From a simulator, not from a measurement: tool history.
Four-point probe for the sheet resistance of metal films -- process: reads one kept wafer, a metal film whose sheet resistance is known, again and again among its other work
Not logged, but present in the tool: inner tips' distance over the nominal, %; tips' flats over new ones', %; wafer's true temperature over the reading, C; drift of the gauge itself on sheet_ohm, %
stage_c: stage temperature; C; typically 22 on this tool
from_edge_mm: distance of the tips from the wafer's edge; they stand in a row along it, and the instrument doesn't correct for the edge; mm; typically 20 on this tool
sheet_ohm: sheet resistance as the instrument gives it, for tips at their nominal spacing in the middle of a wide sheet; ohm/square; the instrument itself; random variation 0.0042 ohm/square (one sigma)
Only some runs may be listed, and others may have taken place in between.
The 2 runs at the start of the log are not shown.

| run | hour | stage_c | from_edge_mm | touches since the probe head was changed | hours of work since the stage's thermometer was calibrated | sheet_ohm |
|---|---|---|---|---|---|---|
| 3 | 20.4 | 22 | 14 | 36886 | 70 | 20.814213 |
| 4 | 31.5 | 22 | 14 | 37412 | 77 | 20.809145 |
| 5 | 51.0 | 22 | 14 | 38332 | 89 | 20.812760 |
| 6 | 66.3 | 20 | 20 | 39051 | 98 | 20.780134 |
| 7 | 84.2 | 20 | 47 | 39898 | 109 | 20.770871 |
| 8 | 100.7 | 20 | 47 | 40678 | 119 | 20.778831 |
| 9 | 118.9 | 20 | 47 | 41537 | 130 | 20.773456 |
| 10 | 136.6 | 29 | 20 | 42368 | 141 | 20.887750 |
| 11 | 155.8 | 29 | 20 | 43278 | 153 | 20.887896 |
| 12 | 167.7 | 31 | 20 | 43836 | 160 | 20.917689 |
| 13 | 186.1 | 31 | 20 | 44704 | 172 | 20.923493 |
| 14 | 200.7 | 22 | 9 | 45395 | 181 | 20.829741 |
| 15 | 213.3 | 27 | 20 | 45991 | 188 | 20.869542 |
| 16 | 231.0 | 27 | 20 | 46823 | 199 | 20.868241 |
| 17 | 249.2 | 27 | 20 | 47685 | 210 | 20.870488 |
| 18 | 263.2 | 22 | 20 | 48346 | 219 | 20.808364 |
| 19 | 272.9 | 22 | 20 | 48801 | 225 | 20.805290 |
| 20 | 287.5 | 22 | 20 | 49489 | 234 | 20.804083 |
| 21 | 299.9 | 22 | 20 | 50075 | 241 | 20.802598 |
| 22 | 313.0 | 22 | 20 | 50694 | 250 | 20.800342 |
| 23 | 322.3 | 22 | 20 | 51132 | 255 | 20.801083 |
| 24 | 338.8 | 22 | 7 | 51911 | 265 | 20.856208 |
| 25 | 357.4 | 26 | 20 | 52788 | 277 | 20.860709 |

What will run 26 give?
| 26 | 371.1 | 22 | 15 | 53433 | 285 | ? |

Run 26 came out at sheet_ohm 20.812818 ohm/square.
With the hidden condition absent and the run-to-run variation left alone, this run would have shown sheet_ohm 20.811840 ohm/square.

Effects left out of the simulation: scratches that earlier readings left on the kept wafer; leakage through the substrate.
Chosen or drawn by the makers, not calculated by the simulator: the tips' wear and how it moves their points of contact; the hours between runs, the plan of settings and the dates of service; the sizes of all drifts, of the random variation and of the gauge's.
